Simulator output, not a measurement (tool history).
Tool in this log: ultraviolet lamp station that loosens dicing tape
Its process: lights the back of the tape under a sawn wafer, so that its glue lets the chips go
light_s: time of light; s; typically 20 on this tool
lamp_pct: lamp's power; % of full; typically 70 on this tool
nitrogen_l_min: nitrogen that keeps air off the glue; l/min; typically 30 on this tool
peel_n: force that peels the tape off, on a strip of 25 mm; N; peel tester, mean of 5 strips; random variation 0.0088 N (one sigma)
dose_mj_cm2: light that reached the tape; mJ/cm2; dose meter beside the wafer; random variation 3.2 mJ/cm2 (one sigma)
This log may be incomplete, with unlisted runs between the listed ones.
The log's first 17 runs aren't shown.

run,day,light_s,lamp_pct,nitrogen_l_min,peel_n,dose_mj_cm2
18,8.292,20,70,23,0.676,392
19,8.658,20,70,23,0.684,397
20,9.200,20,70,30,0.563,394
21,9.662,20,70,30,0.574,388
22,10.171,20,88,30,0.366,499
23,10.546,20,75,30,0.487,418
24,11.008,20,75,30,0.506,419
25,11.442,20,64,15,1.117,350
26,11.921,13,69,42,1.050,243
27,12.354,16,82,34,0.616,355
28,12.754,10,76,16,2.170,205
29,13.304,10,76,16,2.166,211
30,13.825,10,76,16,2.201,204
31,14.262,22,98,37,0.239,579
32,14.679,29,69,36,0.295,538

Run 33 has not been measured yet. What should we expect?
33,15.288,29,69,36,?,?

{"run 33": {"peel_n": 0.282, "dose_mj_cm2": 532}}
Without the tool's hidden state the same run would have given peel_n 0.197 N, dose_mj_cm2 700 mJ/cm2.
